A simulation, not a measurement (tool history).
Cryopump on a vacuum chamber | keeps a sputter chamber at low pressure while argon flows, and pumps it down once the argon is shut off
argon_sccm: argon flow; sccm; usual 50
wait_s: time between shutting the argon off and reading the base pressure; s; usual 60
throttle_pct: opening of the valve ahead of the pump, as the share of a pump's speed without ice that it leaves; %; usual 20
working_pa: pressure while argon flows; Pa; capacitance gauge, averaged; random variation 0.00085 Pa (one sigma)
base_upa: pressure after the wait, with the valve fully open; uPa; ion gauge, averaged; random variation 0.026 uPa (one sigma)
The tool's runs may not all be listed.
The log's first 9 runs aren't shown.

Run 10, day 8.633: usual settings. Result: working_pa 0.1742 Pa, base_upa 1.51 uPa.
Run 11, day 9.462: usual settings. Result: working_pa 0.1751 Pa, base_upa 1.47 uPa.
Run 12, day 10.421: usual settings but throttle_pct 22 %. Result: working_pa 0.1596 Pa, base_upa 1.44 uPa.
Run 13, day 11.642: usual settings but throttle_pct 22 %. Result: working_pa 0.158 Pa, base_upa 1.58 uPa.
Run 14, day 12.904: usual settings but throttle_pct 22 %. Result: working_pa 0.1602 Pa, base_upa 1.56 uPa.
Run 15, day 13.571: usual settings but argon_sccm 57 sccm, throttle_pct 22 %. Result: working_pa 0.1822 Pa, base_upa 1.55 uPa.
Run 16, day 14.158: usual settings. Result: working_pa 0.1747 Pa, base_upa 1.53 uPa.
Run 17, day 15.133: usual settings. Result: working_pa 0.1759 Pa, base_upa 1.53 uPa.
Run 18, day 15.862: usual settings but argon_sccm 48 sccm, wait_s 33 s, throttle_pct 46 %. Result: working_pa 0.0757 Pa, base_upa 2.42 uPa.
Run 19, day 16.692: usual settings but argon_sccm 48 sccm, wait_s 33 s, throttle_pct 46 %. Result: working_pa 0.0767 Pa, base_upa 2.41 uPa.
Run 20, day 17.362: usual settings but argon_sccm 48 sccm, wait_s 33 s, throttle_pct 46 %. Result: working_pa 0.0771 Pa, base_upa 2.47 uPa.
Run 21, day 18.296: usual settings but throttle_pct 29 %. Result: working_pa 0.1247 Pa, base_upa 1.54 uPa.
Run 22, day 19.429: usual settings but argon_sccm 39 sccm, wait_s 27 s, throttle_pct 17 %. Result: working_pa 0.1596 Pa, base_upa 2.87 uPa.
Run 23, day 20.508: usual settings but argon_sccm 39 sccm, wait_s 27 s, throttle_pct 17 %. Result: working_pa 0.1594 Pa, base_upa 2.84 uPa.
Run 24, day 21.225: usual settings but wait_s 89 s, throttle_pct 33 %. Result: working_pa 0.1097 Pa, base_upa 1.33 uPa.
Run 25, day 21.8: usual settings but wait_s 53 s, throttle_pct 33 %. Result: working_pa 0.11 Pa, base_upa 1.87 uPa.
Run 26, day 22.796: usual settings but argon_sccm 35 sccm. Result: working_pa 0.1233 Pa, base_upa 1.69 uPa.
Run 27, day 23.708: usual settings but argon_sccm 23 sccm, wait_s 32 s, throttle_pct 18 %. Result: working_pa 0.0882 Pa, base_upa 2.53 uPa.
Run 28, day 24.538: usual settings but argon_sccm 23 sccm, wait_s 134 s, throttle_pct 56 %. Result: working_pa 0.0312 Pa, base_upa 1.12 uPa.
Run 29, day 25.083: usual settings but argon_sccm 49 sccm, wait_s 61 s, throttle_pct 48 %. Result: working_pa 0.0749 Pa, base_upa 1.7 uPa.
Run 30, day 26.1: usual settings but argon_sccm 49 sccm, wait_s 61 s, throttle_pct 48 %. Result: working_pa 0.0756 Pa, base_upa 1.73 uPa.
Run 31, day 26.846: usual settings but argon_sccm 49 sccm, wait_s 61 s, throttle_pct 48 %. Result: working_pa 0.076 Pa, base_upa 1.71 uPa.
Run 32, day 27.583: usual settings but argon_sccm 88 sccm, wait_s 44 s, throttle_pct 34 %. Result: working_pa 0.1884 Pa, base_upa 2.01 uPa.
Run 33, day 28.258: usual settings but argon_sccm 90 sccm, wait_s 44 s, throttle_pct 41 %. Result: working_pa 0.162 Pa, base_upa 2.16 uPa.
Run 34, day 28.979: usual settings but argon_sccm 30 sccm, wait_s 24 s. Result: working_pa 0.1065 Pa, base_upa 3.18 uPa.

3 ways to go on from here, each from the tool as it stands after run 34. What would each give?
Run A, day 29.688: usual settings but argon_sccm 42 sccm, wait_s 62 s, throttle_pct 40 %. Result: working_pa ?, base_upa ?.
Run B, day 29.688: usual settings but argon_sccm 28 sccm, wait_s 69 s, throttle_pct 27 %. Result: working_pa ?, base_upa ?.
Run C, day 29.688: usual settings but argon_sccm 73 sccm, wait_s 244 s. Result: working_pa ?, base_upa ?.

run  working_pa  base_upa
  A      0.0778      1.74
  B      0.0745      1.65
  C      0.2583         1
Without the tool's hidden state the same runs would have given:
run  working_pa  base_upa
  A      0.0721      1.11
  B      0.0707      1.02
  C      0.2486      0.37
